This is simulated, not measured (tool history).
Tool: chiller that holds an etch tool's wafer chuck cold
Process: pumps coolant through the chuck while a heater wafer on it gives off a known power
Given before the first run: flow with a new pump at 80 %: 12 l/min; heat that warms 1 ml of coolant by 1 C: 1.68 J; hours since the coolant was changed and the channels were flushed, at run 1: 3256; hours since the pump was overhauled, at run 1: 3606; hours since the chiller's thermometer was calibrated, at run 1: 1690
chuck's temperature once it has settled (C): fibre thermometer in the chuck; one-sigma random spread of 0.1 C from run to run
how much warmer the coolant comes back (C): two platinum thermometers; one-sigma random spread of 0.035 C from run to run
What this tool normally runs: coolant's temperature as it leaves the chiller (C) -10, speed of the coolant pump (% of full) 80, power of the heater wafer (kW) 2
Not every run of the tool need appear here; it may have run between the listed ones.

run   hour  coolant's temperature as it leaves the chiller (C)  speed of the coolant pump (% of full)  power of the heater wafer (kW)  hours since the coolant was changed and the channels were flushed  hours since the pump was overhauled  hours since the chiller's thermometer was calibrated  chuck's temperature once it has settled (C)  how much warmer the coolant comes back (C)
  1      0                                                 -10                                     80                               2                                                               3256                                 3606                                                  1690                                          3.6                                        5.92
  2   39.4                                                 -10                                     80                               2                                                               3296                                 3646                                                  1729                                          3.5                                        5.99
  3  126.7                                                 -10                                     80                           2.959                                                               3383                                 3733                                                  1816                                          9.9                                         8.8
  4  184.9                                                 -10                                     80                           2.959                                                               3441                                 3791                                                  1875                                           10                                        8.77
  5  232.1                                                 -10                                     80                           1.882                                                               3488                                 3838                                                  1922                                          2.8                                        5.54
  6  280.7                                                 -10                                     80                           1.882                                                               3537                                 3887                                                  1970                                          2.8                                        5.56
  7    343                                                 -10                                     80                               2                                                               3599                                 3949                                                  2033                                          3.3                                        5.92
  8  389.6                                                  -1                                     80                               2                                                               3646                                 3996                                                  2079                                         12.4                                        5.98
  9  446.3                                                   0                                     85                            1.35                                                               3702                                 4052                                                  2136                                          8.5                                        3.74
 10    516                                                   0                                     85                            1.35                                                               3772                                 4122                                                  2206                                          8.6                                        3.74
 11  563.2                                                 -11                                     77                            1.35                                                               3819                                 4169                                                  2253                                         -1.5                                        4.22
     612.9  -- chiller's thermometer calibrated
 12  626.6                                                  -1                                     85                           1.367                                                               3882                                 4232                                                    14                                          7.7                                        3.82

Forecast run 13:
 13  695.9                                                  -1                                     85                           1.367                                                               3951                                 4301                                                    83                                            ?                                           ?

{"run 13": {"chuck's temperature once it has settled (C)": 7.6, "how much warmer the coolant comes back (C)": 3.84}}
The same run, on a tool lacking any hidden state, would have yielded chuck's temperature once it has settled (C) 7.6, how much warmer the coolant comes back (C) 3.83.

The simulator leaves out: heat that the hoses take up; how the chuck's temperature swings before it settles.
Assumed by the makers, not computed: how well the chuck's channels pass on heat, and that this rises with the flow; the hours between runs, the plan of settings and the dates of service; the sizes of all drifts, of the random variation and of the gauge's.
